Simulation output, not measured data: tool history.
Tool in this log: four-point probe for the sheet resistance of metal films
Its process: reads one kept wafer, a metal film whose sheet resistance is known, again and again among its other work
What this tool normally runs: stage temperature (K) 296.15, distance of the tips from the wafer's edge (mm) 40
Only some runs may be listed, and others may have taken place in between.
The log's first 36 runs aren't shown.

run   hour  stage temperature (K)  distance of the tips from the wafer's edge (mm)  sheet resistance as the instrument gives it (ohm/square)
 37    492                 301.15                                                4                                                  0.085598
 38  506.3                 305.15                                               11                                                  0.084605
 39  520.7                 299.15                                               38                                                  0.084485
 40    537                 296.15                                                4                                                  0.085559
 41  556.7                 292.15                                               11                                                   0.08455
 42  570.8                 292.15                                                5                                                  0.085129
 43  579.4                 292.15                                                5                                                  0.085141
 44  594.5                 304.15                                               51                                                   0.08443

3 ways to go on from here, each from the tool as it stands after run 44. What would each give?
  A  608.1                 295.15                                                6                                                         ?
  B  608.1                 296.15                                                9                                                         ?
  C  608.1                 292.15                                                3                                                         ?

run  sheet resistance as the instrument gives it (ohm/square)
  A                                                  0.084924
  B                                                  0.084641
  C                                                  0.086409
What these runs would have given with no unlogged condition in the tool:
run  sheet resistance as the instrument gives it (ohm/square)
  A                                                  0.086018
  B                                                  0.085731
  C                                                   0.08752

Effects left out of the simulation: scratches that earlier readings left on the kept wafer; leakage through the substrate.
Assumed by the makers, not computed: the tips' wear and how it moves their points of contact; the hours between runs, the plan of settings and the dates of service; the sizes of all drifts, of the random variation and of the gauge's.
